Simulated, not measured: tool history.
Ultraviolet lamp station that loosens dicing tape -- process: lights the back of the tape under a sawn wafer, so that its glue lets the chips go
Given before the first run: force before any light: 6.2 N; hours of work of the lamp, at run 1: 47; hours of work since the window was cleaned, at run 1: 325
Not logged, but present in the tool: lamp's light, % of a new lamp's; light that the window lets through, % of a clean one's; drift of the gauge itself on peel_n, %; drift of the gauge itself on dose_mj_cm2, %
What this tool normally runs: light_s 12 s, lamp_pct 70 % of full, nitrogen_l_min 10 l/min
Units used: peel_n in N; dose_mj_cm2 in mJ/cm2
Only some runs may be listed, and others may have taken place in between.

| run | day | light_s | lamp_pct | nitrogen_l_min | hours of work of the lamp | hours of work since the window was cleaned | peel_n | dose_mj_cm2 |
|---|---|---|---|---|---|---|---|---|
| 1 | 0.000 | 12 | 70 | 10 | 47 | 325 | 0.901 | 356 |
|  | 0.800 | window cleaned of glue's vapour |
| 2 | 1.304 | 14 | 70 | 10 | 62 | 6 | 0.510 | 484 |
| 3 | 3.246 | 14 | 70 | 10 | 84 | 28 | 0.514 | 476 |
| 4 | 5.375 | 12 | 93 | 10 | 109 | 53 | 0.393 | 538 |
| 5 | 6.788 | 12 | 70 | 4 | 125 | 69 | 1.137 | 400 |
| 6 | 7.912 | 7 | 70 | 10 | 138 | 82 | 1.709 | 233 |
| 7 | 10.350 | 7 | 70 | 10 | 167 | 111 | 1.729 | 229 |
| 8 | 12.408 | 7 | 70 | 10 | 190 | 134 | 1.736 | 222 |
| 9 | 13.812 | 7 | 70 | 11 | 207 | 151 | 1.777 | 221 |
| 10 | 15.854 | 12 | 70 | 10 | 230 | 174 | 0.813 | 374 |
| 11 | 17.667 | 12 | 70 | 10 | 251 | 195 | 0.827 | 368 |
| 12 | 19.596 | 12 | 70 | 10 | 274 | 218 | 0.879 | 361 |
| 13 | 20.725 | 12 | 70 | 10 | 287 | 231 | 0.881 | 362 |
| 14 | 22.704 | 12 | 70 | 7 | 310 | 254 | 1.050 | 355 |
| 15 | 24.979 | 12 | 70 | 7 | 336 | 280 | 1.120 | 346 |
| 16 | 27.246 | 12 | 70 | 7 | 362 | 306 | 1.109 | 343 |
| 17 | 28.808 | 12 | 70 | 7 | 380 | 324 | 1.177 | 342 |
|  | 29.667 | window cleaned of glue's vapour |
| 18 | 30.258 | 12 | 70 | 18 | 397 | 7 | 0.558 | 392 |
| 19 | 32.167 | 12 | 70 | 5 | 419 | 29 | 1.090 | 384 |
| 20 | 34.662 | 12 | 70 | 5 | 448 | 58 | 1.151 | 378 |
| 21 | 36.304 | 12 | 82 | 5 | 467 | 77 | 0.816 | 442 |
| 22 | 38.842 | 12 | 82 | 5 | 496 | 106 | 0.883 | 431 |
| 23 | 41.017 | 10 | 92 | 4 | 521 | 131 | 1.137 | 400 |
| 24 | 43.467 | 7 | 70 | 4 | 550 | 160 | 2.563 | 209 |
| 25 | 45.454 | 7 | 70 | 4 | 573 | 183 | 2.533 | 204 |
| 26 | 46.675 | 12 | 94 | 13 | 587 | 197 | 0.475 | 471 |
| 27 | 48.875 | 7 | 86 | 10 | 612 | 222 | 1.626 | 248 |
| 28 | 49.912 | 7 | 70 | 10 | 624 | 234 | 2.064 | 196 |
| 29 | 52.388 | 7 | 70 | 10 | 653 | 263 | 2.113 | 193 |
| 30 | 53.938 | 21 | 66 | 4 | 671 | 281 | 0.655 | 550 |
| 31 | 55.771 | 7 | 94 | 5 | 692 | 302 | 1.969 | 257 |
| 32 | 57.567 | 15 | 63 | 17 | 713 | 323 | 0.710 | 366 |
|  | 58.612 | window cleaned of glue's vapour |
| 33 | 58.725 | 13 | 60 | 20 | 726 | 1 | 0.750 | 350 |
| 34 | 61.271 | 6 | 61 | 6 | 756 | 31 | 2.818 | 158 |
| 35 | 62.942 | 12 | 93 | 8 | 775 | 50 | 0.554 | 486 |
| 36 | 64.817 | 18 | 73 | 10 | 797 | 72 | 0.353 | 559 |
| 37 | 66.629 | 18 | 64 | 13 | 818 | 93 | 0.430 | 486 |
| 38 | 68.329 | 12 | 62 | 10 | 837 | 112 | 1.104 | 312 |
| 39 | 70.562 | 15 | 75 | 4 | 863 | 138 | 0.902 | 458 |
| 40 | 71.829 | 8 | 64 | 6 | 878 | 153 | 2.176 | 209 |
| 41 | 73.933 | 7 | 80 | 6 | 902 | 177 | 2.123 | 225 |
| 42 | 76.162 | 17 | 89 | 12 | 928 | 203 | 0.287 | 592 |
| 43 | 77.229 | 17 | 100 | 3 | 940 | 215 | 0.515 | 667 |

Predict each of these 4 candidate next runs independently; none follows another, all start after run 43:
| A | 79.467 | 9 | 91 | 6 | 966 | 241 | ? | ? |
| B | 79.467 | 10 | 88 | 3 | 966 | 241 | ? | ? |
| C | 79.467 | 12 | 99 | 10 | 966 | 241 | ? | ? |
| D | 79.467 | 12 | 97 | 10 | 966 | 241 | ? | ? |

| run | peel_n | dose_mj_cm2 |
|---|---|---|
| A | 1.383 | 315 |
| B | 1.654 | 339 |
| C | 0.567 | 454 |
| D | 0.586 | 439 |
The same runs, with their run-to-run variation unchanged, on a tool lacking any hidden condition would have given:
| run | peel_n | dose_mj_cm2 |
|---|---|---|
| A | 0.882 | 415 |
| B | 1.107 | 447 |
| C | 0.314 | 598 |
| D | 0.322 | 579 |

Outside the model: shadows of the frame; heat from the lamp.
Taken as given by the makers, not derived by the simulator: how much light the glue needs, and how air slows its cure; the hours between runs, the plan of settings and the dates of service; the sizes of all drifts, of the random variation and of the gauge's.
